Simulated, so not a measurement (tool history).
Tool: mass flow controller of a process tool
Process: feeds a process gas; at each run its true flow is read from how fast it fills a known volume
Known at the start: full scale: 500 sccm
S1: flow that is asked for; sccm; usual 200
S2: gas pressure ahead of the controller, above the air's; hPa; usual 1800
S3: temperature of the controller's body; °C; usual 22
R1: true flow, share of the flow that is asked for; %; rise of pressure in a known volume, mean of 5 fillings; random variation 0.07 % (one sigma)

{"run": 1, "hour": 0.0, "S1": 200, "S2": 1800, "S3": 22, "R1": 99.33}
{"run": 2, "hour": 186.5, "S1": 200, "S2": 1800, "S3": 28, "R1": 98.73}
{"run": 3, "hour": 410.5, "S1": 200, "S2": 1800, "S3": 28, "R1": 98.54}
{"run": 4, "hour": 684.9, "S1": 200, "S2": 1800, "S3": 28, "R1": 98.71}
{"run": 5, "hour": 974.9, "S1": 200, "S2": 1860, "S3": 28, "R1": 98.76}
{"run": 6, "hour": 1136.6, "S1": 200, "S2": 1860, "S3": 28, "R1": 98.83}
{"run": 7, "hour": 1453.9, "S1": 200, "S2": 1800, "S3": 22, "R1": 99.36}
{"run": 8, "hour": 1722.6, "S1": 200, "S2": 1900, "S3": 22, "R1": 99.37}
{"hour": 1741.9, "done": "controller's zero set anew"}
{"run": 9, "hour": 1914.6, "S1": 200, "S2": 1800, "S3": 22, "R1": 99.01}
{"run": 10, "hour": 2120.5, "S1": 200, "S2": 1800, "S3": 33, "R1": 97.95}
{"run": 11, "hour": 2293.9, "S1": 200, "S2": 1680, "S3": 33, "R1": 97.83}
{"run": 12, "hour": 2560.6, "S1": 200, "S2": 2130, "S3": 30, "R1": 98.48}
{"run": 13, "hour": 2754.1, "S1": 252, "S2": 2300, "S3": 27, "R1": 99.45}

The next listed run, before its measurement:
{"hour": 3027.2, "done": "controller's zero set anew, once more"}
{"run": 14, "hour": 3036.2, "S1": 252, "S2": 2300, "S3": 27, "R1": "?"}

R1: 100.67 %
Without the tool's hidden state the same run would have given R1 98.72 %.

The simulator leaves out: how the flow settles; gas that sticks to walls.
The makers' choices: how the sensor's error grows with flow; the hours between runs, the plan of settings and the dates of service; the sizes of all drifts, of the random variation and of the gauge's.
